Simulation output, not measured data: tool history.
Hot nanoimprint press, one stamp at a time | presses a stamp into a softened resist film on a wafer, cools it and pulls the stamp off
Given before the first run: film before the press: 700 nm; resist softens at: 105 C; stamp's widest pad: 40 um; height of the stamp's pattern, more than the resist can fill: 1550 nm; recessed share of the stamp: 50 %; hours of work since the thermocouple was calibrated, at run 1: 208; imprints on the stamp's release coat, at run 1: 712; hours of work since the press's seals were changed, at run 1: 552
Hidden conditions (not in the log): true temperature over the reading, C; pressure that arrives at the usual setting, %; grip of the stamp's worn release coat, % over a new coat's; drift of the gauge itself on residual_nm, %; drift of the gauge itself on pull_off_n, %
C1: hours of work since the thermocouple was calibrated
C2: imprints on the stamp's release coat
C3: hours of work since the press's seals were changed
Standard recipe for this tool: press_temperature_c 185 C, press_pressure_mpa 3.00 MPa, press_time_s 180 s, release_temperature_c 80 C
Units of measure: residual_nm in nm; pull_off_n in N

run 1 hour=0.0 | press_temperature_c=185 press_pressure_mpa=3.00 press_time_s=180 release_temperature_c=80 | C1=208 C2=712 C3=552 | residual_nm=245.6 pull_off_n=168
run 2 hour=14.1 | press_temperature_c=185 press_pressure_mpa=3.00 press_time_s=180 release_temperature_c=80 | C1=219 C2=771 C3=563 | residual_nm=244.5 pull_off_n=164
run 3 hour=28.6 | press_temperature_c=185 press_pressure_mpa=3.79 press_time_s=180 release_temperature_c=80 | C1=230 C2=832 C3=574 | residual_nm=219.6 pull_off_n=165
run 4 hour=36.4 | press_temperature_c=185 press_pressure_mpa=3.79 press_time_s=180 release_temperature_c=80 | C1=236 C2=866 C3=580 | residual_nm=219.7 pull_off_n=161
run 5 hour=45.0 | press_temperature_c=185 press_pressure_mpa=3.00 press_time_s=180 release_temperature_c=80 | C1=242 C2=902 C3=586 | residual_nm=248.2 pull_off_n=166
run 6 hour=60.5 | press_temperature_c=185 press_pressure_mpa=3.00 press_time_s=180 release_temperature_c=80 | C1=254 C2=967 C3=598 | residual_nm=246.9 pull_off_n=169
-- hour=66.8 plate thermocouple calibrated
run 7 hour=72.6 | press_temperature_c=185 press_pressure_mpa=3.00 press_time_s=180 release_temperature_c=80 | C1=4 C2=1006 C3=605 | residual_nm=248.9 pull_off_n=165
run 8 hour=81.7 | press_temperature_c=185 press_pressure_mpa=3.00 press_time_s=93 release_temperature_c=80 | C1=12 C2=1044 C3=612 | residual_nm=321.7 pull_off_n=165
run 9 hour=98.8 | press_temperature_c=185 press_pressure_mpa=3.00 press_time_s=93 release_temperature_c=80 | C1=25 C2=1116 C3=626 | residual_nm=324.2 pull_off_n=166
run 10 hour=112.8 | press_temperature_c=185 press_pressure_mpa=3.00 press_time_s=180 release_temperature_c=80 | C1=35 C2=1176 C3=636 | residual_nm=249.7 pull_off_n=169
run 11 hour=125.4 | press_temperature_c=185 press_pressure_mpa=3.00 press_time_s=180 release_temperature_c=80 | C1=45 C2=1229 C3=646 | residual_nm=249.6 pull_off_n=169
run 12 hour=136.2 | press_temperature_c=185 press_pressure_mpa=3.00 press_time_s=180 release_temperature_c=80 | C1=54 C2=1275 C3=654 | residual_nm=249.0 pull_off_n=166
run 13 hour=152.9 | press_temperature_c=185 press_pressure_mpa=3.00 press_time_s=180 release_temperature_c=80 | C1=66 C2=1345 C3=667 | residual_nm=248.4 pull_off_n=167
-- hour=163.3 gauge calibrated
run 14 hour=163.5 | press_temperature_c=185 press_pressure_mpa=3.00 press_time_s=180 release_temperature_c=80 | C1=75 C2=1390 C3=676 | residual_nm=246.6 pull_off_n=166
run 15 hour=177.6 | press_temperature_c=185 press_pressure_mpa=3.00 press_time_s=180 release_temperature_c=80 | C1=85 C2=1449 C3=686 | residual_nm=247.0 pull_off_n=164
run 16 hour=195.6 | press_temperature_c=185 press_pressure_mpa=4.72 press_time_s=198 release_temperature_c=80 | C1=99 C2=1525 C3=700 | residual_nm=188.5 pull_off_n=166
run 17 hour=206.8 | press_temperature_c=185 press_pressure_mpa=4.72 press_time_s=198 release_temperature_c=80 | C1=108 C2=1573 C3=709 | residual_nm=190.3 pull_off_n=167
-- hour=221.7 press's hydraulic seals changed and the load cell set to zero
run 18 hour=230.8 | press_temperature_c=175 press_pressure_mpa=4.72 press_time_s=148 release_temperature_c=80 | C1=120 C2=1640 C3=7 | residual_nm=306.3 pull_off_n=164
run 19 hour=244.6 | press_temperature_c=196 press_pressure_mpa=4.40 press_time_s=269 release_temperature_c=69 | C1=131 C2=1699 C3=18 | residual_nm=118.9 pull_off_n=214
run 20 hour=258.7 | press_temperature_c=196 press_pressure_mpa=4.40 press_time_s=269 release_temperature_c=69 | C1=142 C2=1758 C3=29 | residual_nm=119.6 pull_off_n=221
run 21 hour=272.8 | press_temperature_c=196 press_pressure_mpa=4.40 press_time_s=269 release_temperature_c=69 | C1=153 C2=1818 C3=39 | residual_nm=118.2 pull_off_n=217
run 22 hour=282.8 | press_temperature_c=179 press_pressure_mpa=3.00 press_time_s=149 release_temperature_c=80 | C1=160 C2=1860 C3=47 | residual_nm=328.5 pull_off_n=168
run 23 hour=292.5 | press_temperature_c=179 press_pressure_mpa=3.00 press_time_s=149 release_temperature_c=80 | C1=168 C2=1901 C3=55 | residual_nm=327.1 pull_off_n=169
run 24 hour=301.3 | press_temperature_c=187 press_pressure_mpa=2.65 press_time_s=175 release_temperature_c=83 | C1=175 C2=1938 C3=61 | residual_nm=249.0 pull_off_n=150
run 25 hour=313.2 | press_temperature_c=187 press_pressure_mpa=3.13 press_time_s=202 release_temperature_c=74 | C1=184 C2=1988 C3=70 | residual_nm=218.5 pull_off_n=199
-- hour=326.7 stamp cleaned and given a new release coat
run 26 hour=333.8 | press_temperature_c=189 press_pressure_mpa=1.83 press_time_s=180 release_temperature_c=71 | C1=195 C2=30 C3=82 | residual_nm=277.2 pull_off_n=208
run 27 hour=344.1 | press_temperature_c=189 press_pressure_mpa=1.83 press_time_s=180 release_temperature_c=71 | C1=203 C2=74 C3=90 | residual_nm=277.4 pull_off_n=211
run 28 hour=354.3 | press_temperature_c=189 press_pressure_mpa=1.83 press_time_s=180 release_temperature_c=71 | C1=211 C2=117 C3=98 | residual_nm=278.7 pull_off_n=210
run 29 hour=368.5 | press_temperature_c=181 press_pressure_mpa=4.21 press_time_s=159 release_temperature_c=80 | C1=222 C2=177 C3=109 | residual_nm=257.4 pull_off_n=163
run 30 hour=382.4 | press_temperature_c=196 press_pressure_mpa=4.09 press_time_s=94 release_temperature_c=84 | C1=232 C2=235 C3=119 | residual_nm=200.3 pull_off_n=143

Measured minus without-hidden-state, run by run (identical run-to-run variation in each term; gauge scatter may differ):
run=1 residual_nm=-0.1
run=2 residual_nm=+0.3
run=3 residual_nm=+0.6
run=4 residual_nm=+0.8
run=5 residual_nm=+1.0
run=6 residual_nm=+1.5
run=7 residual_nm=+1.9
run=8 residual_nm=+2.8
run=9 residual_nm=+3.4
run=10 residual_nm=+3.0
run=11 residual_nm=+3.4
run=12 residual_nm=+3.6
run=13 residual_nm=+4.0
run=14 residual_nm=+0.1
run=15 residual_nm=+0.4
run=16 residual_nm=+0.7
run=17 residual_nm=+1.0
run=18 residual_nm=+1.7
run=19 residual_nm=+0.8
run=20 residual_nm=+1.0
run=21 residual_nm=+1.1
run=22 residual_nm=+3.6
run=23 residual_nm=+3.9
run=24 residual_nm=+3.2
run=25 residual_nm=+3.1
run=26 residual_nm=+4.3
run=27 residual_nm=+4.5
run=28 residual_nm=+4.9
run=29 residual_nm=+4.9
run=30 residual_nm=+4.1
pull_off_n: differs from the measured result by no more than 1 N in any run.

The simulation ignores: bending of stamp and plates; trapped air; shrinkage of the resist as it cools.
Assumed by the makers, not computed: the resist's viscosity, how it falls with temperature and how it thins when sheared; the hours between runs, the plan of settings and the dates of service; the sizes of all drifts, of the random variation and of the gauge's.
